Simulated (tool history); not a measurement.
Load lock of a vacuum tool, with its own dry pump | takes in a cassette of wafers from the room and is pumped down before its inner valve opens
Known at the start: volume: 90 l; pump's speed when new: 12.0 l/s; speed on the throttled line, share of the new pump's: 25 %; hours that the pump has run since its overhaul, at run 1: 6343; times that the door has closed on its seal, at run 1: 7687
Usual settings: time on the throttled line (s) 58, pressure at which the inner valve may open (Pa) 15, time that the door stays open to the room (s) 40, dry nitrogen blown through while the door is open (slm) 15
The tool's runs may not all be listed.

run	hour	time on the throttled line (s)	pressure at which the inner valve may open (Pa)	time that the door stays open to the room (s)	dry nitrogen blown through while the door is open (slm)	hours that the pump has run since its overhaul	times that the door has closed on its seal	incoming humidity of the room's air, %	time from the closed door until the inner valve may open (s)	rise of the pressure with all valves shut (Pa/min)
1	0	58	15	40	15	6343	7687	44	109	0.032
2	152.8	58	15	40	15	6495	8365	41.9	109	0.03
3	313	58	15	40	15	6656	9076	41.1	110.2	0.031
4	467.5	58	15	40	15	6810	9762	46.3	110	0.039
5	636.3	58	15	40	15	6979	10511	41.9	108.3	0.025
6	811.8	58	15	40	15	7154	11290	43.6	109	0.033
7	1054.4	58	15	40	15	7397	12367	44.8	109.3	0.033
8	1223.3	44	15	40	15	7566	13117	46.9	97.9	0.033
9	1335.4	44	15	40	15	7678	13614	47.2	99.4	0.03
10	1450.4	44	15	40	15	7793	14124	44.4	99.8	0.036
11	1650.4	44	15	40	15	7993	15012	46.4	99.3	0.03
12	1829.6	58	15	40	29	8172	15807	42.7	109.4	0.024
13	2006	58	25	222	34	8349	16590	48.4	105.5	0.048

Forecast run 14:
14	2189.5	69	13	91	5	8532	17405	45.9	?	?

time from the closed door until the inner valve may open (s): 119.3
rise of the pressure with all valves shut (Pa/min): 0.059
Without the tool's hidden state the same run would have given time from the closed door until the inner valve may open (s) 119.3, rise of the pressure with all valves shut (Pa/min) 0.058.
